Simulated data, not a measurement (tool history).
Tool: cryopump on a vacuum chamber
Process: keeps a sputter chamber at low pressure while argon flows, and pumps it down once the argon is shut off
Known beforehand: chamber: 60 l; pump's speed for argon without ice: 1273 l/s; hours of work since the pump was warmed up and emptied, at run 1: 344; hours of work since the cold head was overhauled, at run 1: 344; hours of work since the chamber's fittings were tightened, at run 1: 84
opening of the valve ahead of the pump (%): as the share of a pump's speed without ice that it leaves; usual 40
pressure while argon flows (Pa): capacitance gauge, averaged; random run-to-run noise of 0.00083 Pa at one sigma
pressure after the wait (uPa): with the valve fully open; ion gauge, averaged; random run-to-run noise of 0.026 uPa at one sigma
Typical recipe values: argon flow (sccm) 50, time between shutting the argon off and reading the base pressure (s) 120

run   hour  argon flow (sccm)  time between shutting the argon off and reading the base pressure (s)  opening of the valve ahead of the pump (%)  hours of work since the pump was warmed up and emptied  hours of work since the cold head was overhauled  hours of work since the chamber's fittings were tightened  pressure while argon flows (Pa)  pressure after the wait (uPa)
  1    0.0                 50                                                                    120                                          40                                                     344                                               344                                                         84                           0.1862                           1.22
  2    8.7                 50                                                                    120                                          40                                                     348                                               348                                                         88                           0.1861                           1.23
  3   25.3                 50                                                                    120                                          40                                                     356                                               356                                                         96                           0.1853                           1.26
  4   35.4                 50                                                                    120                                          20                                                     360                                               360                                                        100                           0.3526                           1.23
  5   48.9                 50                                                                    120                                          40                                                     366                                               366                                                        106                           0.1883                           1.20
  6   57.5                 50                                                                    199                                          40                                                     370                                               370                                                        110                           0.1889                           0.89
  7   73.4                 50                                                                    199                                          40                                                     378                                               378                                                        118                           0.1884                           0.93
  8   85.7                 50                                                                    199                                          40                                                     383                                               383                                                        123                           0.1880                           0.89
  9  104.1                 50                                                                    199                                          40                                                     392                                               392                                                        132                           0.1877                           0.95
 10  114.8                100                                                                    120                                          40                                                     397                                               397                                                        137                           0.3776                           1.30
 11  130.9                100                                                                    120                                          40                                                     404                                               404                                                        144                           0.3840                           1.30
 12  149.2                 50                                                                    120                                          23                                                     413                                               413                                                        153                           0.3165                           1.25
 13  167.9                 80                                                                    120                                          35                                                     421                                               421                                                        161                           0.3434                           1.27
 14  185.6                 80                                                                     29                                          35                                                     429                                               429                                                        169                           0.3459                           4.08
 15  204.9                 69                                                                    120                                          46                                                     438                                               438                                                        178                           0.2369                           1.34
 16  218.7                 20                                                                     92                                          17                                                     445                                               445                                                        185                           0.1672                           1.66
 17  231.6                 20                                                                     92                                          17                                                     451                                               451                                                        190                           0.1683                           1.67
 18  246.7                 55                                                                     97                                          17                                                     457                                               457                                                        197                           0.4613                           1.56
 19  257.1                 55                                                                     97                                          17                                                     462                                               462                                                        202                           0.4617                           1.54

Run 20 is up next; what results do you expect?
 20  275.6                 50                                                                     29                                          22                                                     471                                               471                                                        211                                ?                              ?

pressure while argon flows (Pa): 0.3338
pressure after the wait (uPa): 3.93
With the hidden condition absent and the run-to-run variation left alone, this run would have shown pressure while argon flows (Pa) 0.3032, pressure after the wait (uPa) 3.64.
